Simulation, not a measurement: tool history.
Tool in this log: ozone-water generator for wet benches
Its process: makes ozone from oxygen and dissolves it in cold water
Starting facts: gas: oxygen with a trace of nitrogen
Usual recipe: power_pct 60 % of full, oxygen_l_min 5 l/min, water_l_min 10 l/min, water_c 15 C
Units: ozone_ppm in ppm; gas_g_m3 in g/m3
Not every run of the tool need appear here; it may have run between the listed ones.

run   hour  power_pct  oxygen_l_min  water_l_min  water_c  ozone_ppm  gas_g_m3
  1      0         60             5           10       15       29.6     168.5
  2     36         60             5            7       15       36.3     168.5
  3   54.5         94             5           10       15       38.9     217.5
  4   83.6         60             5           13       15       24.5     167.1
  5  115.4         60             5           13       15       24.4     166.5
  6    135         60             5           10       15       29.4     167.3
  7  159.2         60             5           10       15       29.4     167.4
  8  186.6         60             5           10       15       29.3     166.8
  9  201.4         60             5           10       15       29.5     168.1
 10  224.2         60             5           10       15       29.7     169.2
 11  246.6         60             5           10       15       29.3     165.1
 12  267.6         60             5           10       15       29.6       168
 13    303         60             5           10       15       29.8     166.1
 14  331.5         60             5           10       10       32.7     168.2
 15  361.5         60             5           10       10       32.7     166.5
 16  385.4         60             5           10       10       32.6     168.3
 17  404.6         60             5           10       10       32.6     165.6
 18  421.5         60             5            6       15       38.8     168.6
 19  449.2         57          4.08            7        8       40.1     173.4
 20  483.9         60          7.83            9       10         35     142.3
 21  505.4         60           4.4           10       17       27.9     174.6
 22    520         84           4.4            6       17       45.9     214.3
 23  549.6         69          5.69           11       17       29.3     174.7
 24  583.7         69          4.08           12       17       26.7     194.2
 25  599.8         44          3.77            6       15       32.3     154.9
 26  635.5         80          4.36            8        9       45.1     208.7
 27  661.9         80          4.36            8        9       44.5     208.3
 28  684.8         80          4.36            8        9       45.2     207.1
 29  713.6         64          8.66            8        9       39.2     144.7
 30  735.4         60             5            6        7       45.8     167.5
 31    754         60             5            8        7       39.6     168.3
 32  778.8         65             5           10        8       35.4     174.5
 33  811.4         65             5           10        8       35.5     173.7

Branching from run 33: 4 alternative next runs. What would each branch give?
  A  838.5         65          5.59           10        8          ?         ?
  B  838.5         96             5           13       10          ?         ?
  C  838.5         57           7.7           10       15          ?         ?
  D  838.5         79          2.84           10       17          ?         ?

run  ozone_ppm  gas_g_m3
  A         36     167.9
  B         35     221.4
  C       28.8     140.7
  D       31.5     239.4
With no hidden state in the tool, these same runs would have given:
run  ozone_ppm  gas_g_m3
  A         36       168
  B         35     221.5
  C       28.8     140.8
  D       31.5     239.5
